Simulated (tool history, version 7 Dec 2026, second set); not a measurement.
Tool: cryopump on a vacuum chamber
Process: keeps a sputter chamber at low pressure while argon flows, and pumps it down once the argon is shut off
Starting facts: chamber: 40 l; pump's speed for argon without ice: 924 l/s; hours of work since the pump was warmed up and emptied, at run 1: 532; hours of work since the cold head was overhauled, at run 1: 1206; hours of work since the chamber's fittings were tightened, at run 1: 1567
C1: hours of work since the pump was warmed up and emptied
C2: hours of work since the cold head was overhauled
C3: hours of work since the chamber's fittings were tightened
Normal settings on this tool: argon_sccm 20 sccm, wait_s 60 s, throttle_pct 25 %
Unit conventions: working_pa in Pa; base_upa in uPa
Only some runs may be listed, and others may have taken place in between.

Run 1, hour 0: usual settings; C1 532; C2 1206; C3 1567. Result: working_pa 0.1597 Pa, base_upa 3.13 uPa.
At hour 50: pump warmed up, emptied and cooled again.
Run 2, hour 77.9: usual settings; C1 21; C2 1260; C3 1621. Result: working_pa 0.1475 Pa, base_upa 2.77 uPa.
Run 3, hour 136: usual settings but argon_sccm 22 sccm; C1 64; C2 1303; C3 1664. Result: working_pa 0.1626 Pa, base_upa 2.81 uPa.
Run 4, hour 240.7: usual settings; C1 141; C2 1380; C3 1741. Result: working_pa 0.1509 Pa, base_upa 2.88 uPa.
Run 5, hour 334.3: usual settings but throttle_pct 38 %; C1 211; C2 1450; C3 1811. Result: working_pa 0.1021 Pa, base_upa 3 uPa.
Run 6, hour 425.7: usual settings but wait_s 194 s; C1 279; C2 1518; C3 1879. Result: working_pa 0.1535 Pa, base_upa 2.32 uPa.
Run 7, hour 487.6: usual settings but wait_s 194 s, throttle_pct 48 %; C1 325; C2 1563; C3 1925. Result: working_pa 0.0847 Pa, base_upa 2.45 uPa.
Run 8, hour 549: usual settings; C1 370; C2 1609; C3 1970. Result: working_pa 0.1574 Pa, base_upa 3.29 uPa.
Run 9, hour 646.5: usual settings but wait_s 25 s; C1 442; C2 1681; C3 2042. Result: working_pa 0.16 Pa, base_upa 5.11 uPa.
Run 10, hour 730.5: usual settings but wait_s 25 s; C1 505; C2 1744; C3 2105. Result: working_pa 0.1619 Pa, base_upa 5.33 uPa.
At hour 817.1: pump warmed up, emptied and cooled again.
Run 11, hour 853.5: usual settings but wait_s 47 s; C1 27; C2 1831; C3 2192. Result: working_pa 0.1462 Pa, base_upa 3.3 uPa.
Run 12, hour 911.9: usual settings but wait_s 47 s; C1 70; C2 1874; C3 2236. Result: working_pa 0.1494 Pa, base_upa 3.47 uPa.
Run 13, hour 988.6: usual settings but argon_sccm 29 sccm; C1 127; C2 1931; C3 2293. Result: working_pa 0.216 Pa, base_upa 3.33 uPa.
Run 14, hour 1043.5: usual settings but argon_sccm 36 sccm, wait_s 175 s, throttle_pct 28 %; C1 168; C2 1972; C3 2333. Result: working_pa 0.2438 Pa, base_upa 2.65 uPa.
At hour 1107.2: leaking fittings of the chamber tightened, without venting.
Run 15, hour 1138.8: usual settings but argon_sccm 15 sccm, wait_s 100 s, throttle_pct 18 %; C1 237; C2 2041; C3 23. Result: working_pa 0.1597 Pa, base_upa 1.08 uPa.
Run 16, hour 1262.3: usual settings but argon_sccm 15 sccm, wait_s 31 s, throttle_pct 17 %; C1 329; C2 2133; C3 115. Result: working_pa 0.1673 Pa, base_upa 2.72 uPa.
Run 17, hour 1324.8: usual settings but argon_sccm 15 sccm, wait_s 31 s, throttle_pct 17 %; C1 375; C2 2179; C3 161. Result: working_pa 0.1692 Pa, base_upa 2.75 uPa.
Run 18, hour 1447.7: usual settings but argon_sccm 15 sccm, wait_s 31 s, throttle_pct 17 %; C1 466; C2 2270; C3 253. Result: working_pa 0.1704 Pa, base_upa 2.82 uPa.
Run 19, hour 1513.5: usual settings but argon_sccm 15 sccm, wait_s 31 s, throttle_pct 17 %; C1 515; C2 2319; C3 301. Result: working_pa 0.1733 Pa, base_upa 2.95 uPa.
Run 20, hour 1574.3: usual settings but wait_s 151 s; C1 560; C2 2364; C3 347. Result: working_pa 0.1646 Pa, base_upa 1.32 uPa.
At hour 1585.6: pump warmed up, emptied and cooled again.
Run 21, hour 1697.6: usual settings but wait_s 151 s; C1 83; C2 2452; C3 434. Result: working_pa 0.1488 Pa, base_upa 1.19 uPa.
Run 22, hour 1810.3: usual settings but argon_sccm 21 sccm; C1 167; C2 2536; C3 518. Result: working_pa 0.1592 Pa, base_upa 1.93 uPa.
Run 23, hour 1930.4: usual settings but argon_sccm 14 sccm, wait_s 43 s; C1 256; C2 2625; C3 607. Result: working_pa 0.1079 Pa, base_upa 2.54 uPa.

5 ways to go on from here, each from the tool as it stands after run 23. What would each give?
Run A, hour 2039.5: usual settings but argon_sccm 28 sccm, wait_s 36 s; C1 337; C2 2706; C3 688. Result: working_pa ?, base_upa ?.
Run B, hour 2039.5: usual settings but argon_sccm 9 sccm, wait_s 46 s, throttle_pct 24 %; C1 337; C2 2706; C3 688. Result: working_pa ?, base_upa ?.
Run C, hour 2039.5: usual settings but argon_sccm 14 sccm, wait_s 120 s; C1 337; C2 2706; C3 688. Result: working_pa ?, base_upa ?.
Run D, hour 2039.5: usual settings but wait_s 295 s; C1 337; C2 2706; C3 688. Result: working_pa ?, base_upa ?.
Run E, hour 2039.5: usual settings but argon_sccm 14 sccm, throttle_pct 24 %; C1 337; C2 2706; C3 688. Result: working_pa ?, base_upa ?.

run  working_pa  base_upa
  A      0.2191         3
  B      0.0725      2.44
  C      0.1088       1.6
  D      0.1544      1.36
  E      0.1132      2.18
Had the tool no hidden state, the same runs would have come out as:
run  working_pa  base_upa
  A      0.2058      2.24
  B      0.0683       1.7
  C      0.1021      0.86
  D      0.1449       0.6
  E      0.1066      1.43

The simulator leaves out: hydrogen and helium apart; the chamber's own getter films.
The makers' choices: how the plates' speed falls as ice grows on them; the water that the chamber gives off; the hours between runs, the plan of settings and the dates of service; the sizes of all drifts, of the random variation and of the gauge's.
